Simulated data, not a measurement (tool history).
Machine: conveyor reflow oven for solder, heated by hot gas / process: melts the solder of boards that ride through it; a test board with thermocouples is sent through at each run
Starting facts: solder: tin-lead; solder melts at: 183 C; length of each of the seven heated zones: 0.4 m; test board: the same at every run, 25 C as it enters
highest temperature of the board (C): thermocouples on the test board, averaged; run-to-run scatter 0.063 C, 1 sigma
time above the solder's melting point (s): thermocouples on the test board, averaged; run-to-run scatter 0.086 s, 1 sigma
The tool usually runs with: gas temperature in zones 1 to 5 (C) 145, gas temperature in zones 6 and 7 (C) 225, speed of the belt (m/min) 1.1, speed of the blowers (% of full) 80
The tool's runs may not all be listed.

run,day,gas temperature in zones 1 to 5 (C),gas temperature in zones 6 and 7 (C),speed of the belt (m/min),speed of the blowers (% of full),highest temperature of the board (C),time above the solder's melting point (s)
1,0,145,225,1.1,80,210.65,31.09
2,0.492,145,238,1.1,80,221.75,35.81
3,0.992,145,225,1.1,80,210.73,31.06
4,1.533,145,225,1.1,80,210.72,31.05
5,2.121,145,225,1.1,80,210.66,31.08
6,2.696,145,225,1.1,80,210.88,30.98
7,3.246,146,225,1.21,81,208.41,27.06
8,3.546,145,225,1.1,82,211.19,31.55
9,4.171,143,225,1.14,80,209.36,28.67
10,4.508,140,230,1.1,80,213.92,31.5

What if the next run were any one of these 4? Each begins from the tool's condition after run 10:
A,4.9,140,225,1.1,80,?,?
B,4.9,141,231,1.28,80,?,?
C,4.9,140,215,1.1,77,?,?
D,4.9,135,230,1.11,59,?,?

run,highest temperature of the board (C),time above the solder's melting point (s)
A,209.81,29.31
B,210.25,24.98
C,200.81,23.64
D,205.82,24.59
Without the tool's hidden state the same runs would have given:
run,highest temperature of the board (C),time above the solder's melting point (s)
A,209.8,29.3
B,210.24,24.98
C,200.8,23.63
D,205.81,24.58
